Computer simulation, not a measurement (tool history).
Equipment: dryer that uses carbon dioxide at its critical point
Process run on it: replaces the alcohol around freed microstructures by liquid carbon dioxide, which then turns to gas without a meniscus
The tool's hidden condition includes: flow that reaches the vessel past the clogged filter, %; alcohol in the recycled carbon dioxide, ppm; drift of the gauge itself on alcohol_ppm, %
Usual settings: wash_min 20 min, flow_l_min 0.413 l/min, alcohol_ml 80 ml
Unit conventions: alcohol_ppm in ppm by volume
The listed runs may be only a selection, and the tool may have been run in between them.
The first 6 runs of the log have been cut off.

run	hour	wash_min	flow_l_min	alcohol_ml	hours of work since the filter was changed	hours of work since the purifier's bed was changed	alcohol_ppm
7	53.3	20	0.447	80	165	151	162
8	65.2	20	0.447	80	174	159	164
9	75.6	20	0.447	80	181	167	176
10	80.6	17	0.413	80	185	170	543
11	90.7	17	0.413	80	192	178	575
12	100.3	16	0.413	80	199	184	757
13	107.9	20	0.413	67	204	190	230
14	114.1	20	0.413	67	209	194	245
15	122.0	20	0.413	67	215	200	271
16	127.0	20	0.413	67	218	204	242
17	132.3	20	0.413	67	222	207	252
18	139.2	20	0.413	47	227	212	197
19	149.8	20	0.413	47	234	220	202
20	156.9	20	0.413	66	240	225	259
21	163.0	20	0.413	80	244	229	298
# hour 168.2: inlet filter changed
22	173.8	20	0.413	87	4	236	207
23	184.6	20	0.413	32	12	244	130
24	189.6	22	0.413	34	15	248	105
25	201.6	20	0.413	62	24	256	180
26	208.3	20	0.542	111	29	261	95
27	214.2	18	0.448	57	33	266	197

Run 28 is up next; what results do you expect?
28	224.6	25	0.635	80	40	273	?

alcohol_ppm: 80 ppm by volume
Without the tool's hidden state the same run would have given alcohol_ppm 6 ppm by volume.
